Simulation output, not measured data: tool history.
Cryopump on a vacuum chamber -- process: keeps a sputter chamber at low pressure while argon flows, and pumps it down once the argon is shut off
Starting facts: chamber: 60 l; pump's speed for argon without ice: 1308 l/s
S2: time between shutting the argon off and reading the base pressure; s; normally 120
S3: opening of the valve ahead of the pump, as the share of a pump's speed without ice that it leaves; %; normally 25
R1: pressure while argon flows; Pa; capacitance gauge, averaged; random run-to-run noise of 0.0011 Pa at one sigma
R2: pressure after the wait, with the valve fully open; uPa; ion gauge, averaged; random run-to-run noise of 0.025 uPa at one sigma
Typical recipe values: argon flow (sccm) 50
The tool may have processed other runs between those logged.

{"run": 1, "hour": 0.0, "argon flow (sccm)": 50, "S2": 120, "S3": 25, "R1": 0.2669, "R2": 2.54}
{"run": 2, "hour": 18.7, "argon flow (sccm)": 50, "S2": 120, "S3": 25, "R1": 0.2657, "R2": 2.44}
{"run": 3, "hour": 29.3, "argon flow (sccm)": 50, "S2": 120, "S3": 25, "R1": 0.2647, "R2": 2.41}
{"run": 4, "hour": 45.2, "argon flow (sccm)": 50, "S2": 21, "S3": 25, "R1": 0.2663, "R2": 6.22}
{"run": 5, "hour": 65.1, "argon flow (sccm)": 50, "S2": 21, "S3": 25, "R1": 0.267, "R2": 6.14}
{"run": 6, "hour": 79.6, "argon flow (sccm)": 50, "S2": 21, "S3": 25, "R1": 0.2681, "R2": 6.17}
{"run": 7, "hour": 91.5, "argon flow (sccm)": 50, "S2": 21, "S3": 25, "R1": 0.2675, "R2": 6.12}
{"run": 8, "hour": 106.7, "argon flow (sccm)": 33, "S2": 120, "S3": 25, "R1": 0.1753, "R2": 2.53}
{"run": 9, "hour": 120.3, "argon flow (sccm)": 33, "S2": 51, "S3": 25, "R1": 0.1772, "R2": 3.69}
{"run": 10, "hour": 133.9, "argon flow (sccm)": 50, "S2": 120, "S3": 25, "R1": 0.267, "R2": 2.63}
{"run": 11, "hour": 150.9, "argon flow (sccm)": 50, "S2": 120, "S3": 25, "R1": 0.2673, "R2": 2.59}
{"run": 12, "hour": 163.2, "argon flow (sccm)": 50, "S2": 120, "S3": 25, "R1": 0.2694, "R2": 2.6}
{"run": 13, "hour": 185.2, "argon flow (sccm)": 22, "S2": 120, "S3": 51, "R1": 0.0605, "R2": 2.52}
{"run": 14, "hour": 197.6, "argon flow (sccm)": 50, "S2": 120, "S3": 55, "R1": 0.1286, "R2": 2.55}
{"run": 15, "hour": 220.7, "argon flow (sccm)": 36, "S2": 49, "S3": 25, "R1": 0.1949, "R2": 3.81}
{"run": 16, "hour": 237.8, "argon flow (sccm)": 95, "S2": 265, "S3": 39, "R1": 0.3364, "R2": 2.26}
{"run": 17, "hour": 257.1, "argon flow (sccm)": 95, "S2": 120, "S3": 59, "R1": 0.2307, "R2": 1.1}
{"run": 18, "hour": 271.2, "argon flow (sccm)": 95, "S2": 120, "S3": 59, "R1": 0.2307, "R2": 1.09}
{"run": 19, "hour": 292.2, "argon flow (sccm)": 50, "S2": 120, "S3": 18, "R1": 0.3715, "R2": 1.08}
{"run": 20, "hour": 307.1, "argon flow (sccm)": 41, "S2": 24, "S3": 20, "R1": 0.2747, "R2": 4.28}
{"run": 21, "hour": 326.6, "argon flow (sccm)": 41, "S2": 24, "S3": 20, "R1": 0.2759, "R2": 4.11}
{"run": 22, "hour": 345.2, "argon flow (sccm)": 41, "S2": 24, "S3": 20, "R1": 0.2769, "R2": 4.22}
{"run": 23, "hour": 355.7, "argon flow (sccm)": 41, "S2": 94, "S3": 15, "R1": 0.3655, "R2": 1.33}
{"run": 24, "hour": 375.1, "argon flow (sccm)": 41, "S2": 94, "S3": 15, "R1": 0.3643, "R2": 1.32}

Not shown: 1 entry that the log had between the listed runs. Between which runs, and how does the tool's hidden state differ before and after?
From run 16 to run 17: leaking fittings of the chamber tightened, without venting (hour 243.0)
  pump's speed, % of a pump's without ice: 85.6 -> 85.2; cold plate's temperature, K: 12.54 -> 12.55; leak into the chamber, uPa l/s: 2106 -> 318
  measured result minus the result with no hidden state, R1: +0.0223 -> +0.0231 Pa; R2: +1.69 -> +0.06 uPa
